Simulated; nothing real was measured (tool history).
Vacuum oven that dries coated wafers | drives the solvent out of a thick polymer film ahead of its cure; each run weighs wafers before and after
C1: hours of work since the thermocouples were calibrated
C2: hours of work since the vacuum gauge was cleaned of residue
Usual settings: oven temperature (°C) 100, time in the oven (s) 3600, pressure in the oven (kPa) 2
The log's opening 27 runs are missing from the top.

run 28 hour=250.7 | oven_temperature_(°C)=100 time_in_the_oven_(s)=1920 pressure_in_the_oven_(kPa)=2 | C1=1071 C2=403 | solvent_left_in_the_film_(%)=6.58
run 29 hour=261.8 | oven_temperature_(°C)=100 time_in_the_oven_(s)=1800 pressure_in_the_oven_(kPa)=1.83 | C1=1077 C2=409 | solvent_left_in_the_film_(%)=7.06
run 30 hour=274.1 | oven_temperature_(°C)=90 time_in_the_oven_(s)=1800 pressure_in_the_oven_(kPa)=5.46 | C1=1083 C2=415 | solvent_left_in_the_film_(%)=11.93
run 31 hour=282.7 | oven_temperature_(°C)=87 time_in_the_oven_(s)=4500 pressure_in_the_oven_(kPa)=5.9 | C1=1088 C2=420 | solvent_left_in_the_film_(%)=8.15
run 32 hour=291.1 | oven_temperature_(°C)=87 time_in_the_oven_(s)=4500 pressure_in_the_oven_(kPa)=5.9 | C1=1092 C2=424 | solvent_left_in_the_film_(%)=8.11
-- hour=293.6 vacuum gauge cleaned of residue and calibrated
run 33 hour=303.4 | oven_temperature_(°C)=87 time_in_the_oven_(s)=4500 pressure_in_the_oven_(kPa)=5.9 | C1=1098 C2=5 | solvent_left_in_the_film_(%)=8.25
run 34 hour=309.8 | oven_temperature_(°C)=87 time_in_the_oven_(s)=4500 pressure_in_the_oven_(kPa)=5.9 | C1=1102 C2=9 | solvent_left_in_the_film_(%)=8.25
-- hour=314.9 vacuum gauge cleaned of residue and calibrated, once more
run 35 hour=318.3 | oven_temperature_(°C)=109 time_in_the_oven_(s)=2820 pressure_in_the_oven_(kPa)=4.76 | C1=1105 C2=2 | solvent_left_in_the_film_(%)=2.65
run 36 hour=326.5 | oven_temperature_(°C)=109 time_in_the_oven_(s)=2820 pressure_in_the_oven_(kPa)=2.93 | C1=1110 C2=6 | solvent_left_in_the_film_(%)=2.33
run 37 hour=334.4 | oven_temperature_(°C)=109 time_in_the_oven_(s)=2820 pressure_in_the_oven_(kPa)=1.06 | C1=1114 C2=11 | solvent_left_in_the_film_(%)=1.8
run 38 hour=343 | oven_temperature_(°C)=109 time_in_the_oven_(s)=2820 pressure_in_the_oven_(kPa)=1.06 | C1=1119 C2=15 | solvent_left_in_the_film_(%)=1.7
run 39 hour=354.6 | oven_temperature_(°C)=109 time_in_the_oven_(s)=2820 pressure_in_the_oven_(kPa)=1.06 | C1=1125 C2=22 | solvent_left_in_the_film_(%)=1.76
run 40 hour=360.1 | oven_temperature_(°C)=109 time_in_the_oven_(s)=2820 pressure_in_the_oven_(kPa)=1.06 | C1=1128 C2=24 | solvent_left_in_the_film_(%)=1.7
run 41 hour=372.2 | oven_temperature_(°C)=115 time_in_the_oven_(s)=3600 pressure_in_the_oven_(kPa)=1.15 | C1=1135 C2=31 | solvent_left_in_the_film_(%)=0.54
run 42 hour=383.4 | oven_temperature_(°C)=88 time_in_the_oven_(s)=2940 pressure_in_the_oven_(kPa)=7.81 | C1=1141 C2=37 | solvent_left_in_the_film_(%)=10.58
run 43 hour=394.7 | oven_temperature_(°C)=108 time_in_the_oven_(s)=3360 pressure_in_the_oven_(kPa)=7.81 | C1=1147 C2=43 | solvent_left_in_the_film_(%)=3.38
run 44 hour=407.3 | oven_temperature_(°C)=110 time_in_the_oven_(s)=3180 pressure_in_the_oven_(kPa)=3.97 | C1=1154 C2=50 | solvent_left_in_the_film_(%)=1.91
run 45 hour=414.8 | oven_temperature_(°C)=85 time_in_the_oven_(s)=4140 pressure_in_the_oven_(kPa)=5.2 | C1=1158 C2=54 | solvent_left_in_the_film_(%)=9.13
run 46 hour=423.1 | oven_temperature_(°C)=91 time_in_the_oven_(s)=5820 pressure_in_the_oven_(kPa)=1.49 | C1=1162 C2=59 | solvent_left_in_the_film_(%)=3.1
run 47 hour=429.3 | oven_temperature_(°C)=91 time_in_the_oven_(s)=5820 pressure_in_the_oven_(kPa)=1.49 | C1=1166 C2=62 | solvent_left_in_the_film_(%)=3.18

Here are 3 independent what-if runs from the current tool condition. What would each one return?
run A hour=438.8 | oven_temperature_(°C)=114 time_in_the_oven_(s)=5400 pressure_in_the_oven_(kPa)=2.3 | C1=1171 C2=67 | solvent_left_in_the_film_(%)=?
run B hour=438.8 | oven_temperature_(°C)=106 time_in_the_oven_(s)=3600 pressure_in_the_oven_(kPa)=6.53 | C1=1171 C2=67 | solvent_left_in_the_film_(%)=?
run C hour=438.8 | oven_temperature_(°C)=105 time_in_the_oven_(s)=3240 pressure_in_the_oven_(kPa)=5.98 | C1=1171 C2=67 | solvent_left_in_the_film_(%)=?

run=A solvent_left_in_the_film_(%)=0.65
run=B solvent_left_in_the_film_(%)=3.24
run=C solvent_left_in_the_film_(%)=3.58
Stripped of hidden state, with their random variation kept, the same runs would have yielded:
run=A solvent_left_in_the_film_(%)=0.59
run=B solvent_left_in_the_film_(%)=2.83
run=C solvent_left_in_the_film_(%)=3.1
